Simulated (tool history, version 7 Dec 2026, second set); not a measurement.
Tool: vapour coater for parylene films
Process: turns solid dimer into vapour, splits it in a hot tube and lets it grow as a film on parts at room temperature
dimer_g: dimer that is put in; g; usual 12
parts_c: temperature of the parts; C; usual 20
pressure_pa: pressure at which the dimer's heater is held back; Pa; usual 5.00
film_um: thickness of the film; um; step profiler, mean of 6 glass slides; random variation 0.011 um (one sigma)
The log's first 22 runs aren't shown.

| run | hour | dimer_g | parts_c | pressure_pa | film_um |
|---|---|---|---|---|---|
| 23 | 1023.7 | 13 | 30 | 2.68 | 3.31 |
| 24 | 1054.6 | 12 | 23 | 3.89 | 3.58 |
| 25 | 1122.4 | 12 | 20 | 3.76 | 3.93 |
| 26 | 1175.8 | 12 | 14 | 5.00 | 4.49 |
| 27 | 1218.1 | 21 | 17 | 5.00 | 7.19 |
| 28 | 1256.8 | 5 | 20 | 5.55 | 1.57 |
| 29 | 1305.4 | 6 | 20 | 5.55 | 1.86 |
| 30 | 1374.3 | 22 | 20 | 5.55 | 6.77 |
|  | 1412.7 | trap's valve overhauled |
| 31 | 1424.2 | 22 | 20 | 5.55 | 7.10 |
| 32 | 1491.7 | 22 | 20 | 5.55 | 7.10 |
| 33 | 1530.7 | 7 | 25 | 4.43 | 1.99 |
| 34 | 1592.0 | 18 | 25 | 4.43 | 5.07 |
| 35 | 1654.0 | 12 | 25 | 5.42 | 3.30 |
| 36 | 1705.1 | 5 | 14 | 10.64 | 1.79 |
| 37 | 1743.1 | 5 | 14 | 10.64 | 1.76 |
| 38 | 1808.0 | 8 | 21 | 6.40 | 2.40 |
| 39 | 1874.8 | 9 | 18 | 8.38 | 2.84 |
| 40 | 1942.4 | 9 | 18 | 8.38 | 2.84 |
| 41 | 1973.0 | 6 | 21 | 5.70 | 1.78 |
|  | 1986.8 | trap's valve overhauled |
| 42 | 2015.7 | 7 | 26 | 5.70 | 1.90 |

5 ways to go on from here, each from the tool as it stands after run 42. What would each give?
| A | 2081.0 | 12 | 20 | 10.06 | ? |
| B | 2081.0 | 12 | 15 | 6.94 | ? |
| C | 2081.0 | 11 | 20 | 5.00 | ? |
| D | 2081.0 | 7 | 26 | 4.84 | ? |
| E | 2081.0 | 22 | 26 | 5.70 | ? |

| run | film_um |
|---|---|
| A | 3.64 |
| B | 4.35 |
| C | 3.55 |
| D | 1.93 |
| E | 5.93 |
Without the tool's hidden state the same runs would have given:
| run | film_um |
|---|---|
| A | 3.65 |
| B | 4.36 |
| C | 3.56 |
| D | 1.93 |
| E | 5.95 |

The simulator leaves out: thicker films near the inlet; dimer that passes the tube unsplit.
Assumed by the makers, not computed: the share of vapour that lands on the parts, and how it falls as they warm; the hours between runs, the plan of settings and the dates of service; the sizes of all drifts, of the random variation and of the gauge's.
